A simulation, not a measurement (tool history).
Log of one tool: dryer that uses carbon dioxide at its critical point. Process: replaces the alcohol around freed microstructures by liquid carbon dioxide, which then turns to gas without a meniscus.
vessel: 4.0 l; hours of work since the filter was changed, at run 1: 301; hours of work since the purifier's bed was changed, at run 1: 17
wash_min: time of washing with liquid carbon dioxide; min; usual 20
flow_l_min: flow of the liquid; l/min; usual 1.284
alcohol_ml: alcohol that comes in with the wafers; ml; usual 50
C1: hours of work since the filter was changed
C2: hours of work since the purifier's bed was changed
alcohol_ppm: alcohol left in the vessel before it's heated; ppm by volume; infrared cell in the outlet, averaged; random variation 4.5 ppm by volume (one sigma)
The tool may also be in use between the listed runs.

run 1 day=0.000 | wash_min=20 flow_l_min=1.284 alcohol_ml=50 | C1=301 C2=17 | alcohol_ppm=40
run 2 day=0.312 | wash_min=20 flow_l_min=1.284 alcohol_ml=50 | C1=305 C2=21 | alcohol_ppm=37
run 3 day=0.754 | wash_min=20 flow_l_min=1.284 alcohol_ml=49 | C1=310 C2=26 | alcohol_ppm=56
run 4 day=1.154 | wash_min=20 flow_l_min=1.284 alcohol_ml=49 | C1=315 C2=31 | alcohol_ppm=46
run 5 day=1.454 | wash_min=20 flow_l_min=1.284 alcohol_ml=22 | C1=318 C2=34 | alcohol_ppm=29
run 6 day=1.833 | wash_min=20 flow_l_min=1.284 alcohol_ml=22 | C1=323 C2=39 | alcohol_ppm=21
run 7 day=2.054 | wash_min=20 flow_l_min=1.284 alcohol_ml=117 | C1=325 C2=41 | alcohol_ppm=98
run 8 day=2.371 | wash_min=26 flow_l_min=1.284 alcohol_ml=50 | C1=329 C2=45 | alcohol_ppm=22
run 9 day=2.888 | wash_min=26 flow_l_min=1.284 alcohol_ml=50 | C1=335 C2=51 | alcohol_ppm=11
run 10 day=3.179 | wash_min=20 flow_l_min=0.850 alcohol_ml=50 | C1=339 C2=55 | alcohol_ppm=280
run 11 day=3.433 | wash_min=20 flow_l_min=1.680 alcohol_ml=50 | C1=342 C2=58 | alcohol_ppm=18
run 12 day=3.654 | wash_min=22 flow_l_min=1.300 alcohol_ml=45 | C1=344 C2=60 | alcohol_ppm=33
run 13 day=4.058 | wash_min=22 flow_l_min=1.100 alcohol_ml=45 | C1=349 C2=65 | alcohol_ppm=56
run 14 day=4.450 | wash_min=22 flow_l_min=1.100 alcohol_ml=45 | C1=354 C2=70 | alcohol_ppm=54
run 15 day=4.692 | wash_min=22 flow_l_min=0.780 alcohol_ml=28 | C1=356 C2=72 | alcohol_ppm=153
run 16 day=5.171 | wash_min=22 flow_l_min=0.780 alcohol_ml=28 | C1=362 C2=78 | alcohol_ppm=169

Forecast each of these 3 alternatives for the next run:
run A day=5.462 | wash_min=21 flow_l_min=1.690 alcohol_ml=28 | C1=366 C2=82 | alcohol_ppm=?
run B day=5.462 | wash_min=12 flow_l_min=0.930 alcohol_ml=71 | C1=366 C2=82 | alcohol_ppm=?
run C day=5.462 | wash_min=22 flow_l_min=1.590 alcohol_ml=59 | C1=366 C2=82 | alcohol_ppm=?

run=A alcohol_ppm=11
run=B alcohol_ppm=1475
run=C alcohol_ppm=15
Without the tool's hidden state the same runs would have given:
run=A alcohol_ppm=4
run=B alcohol_ppm=1331
run=C alcohol_ppm=7
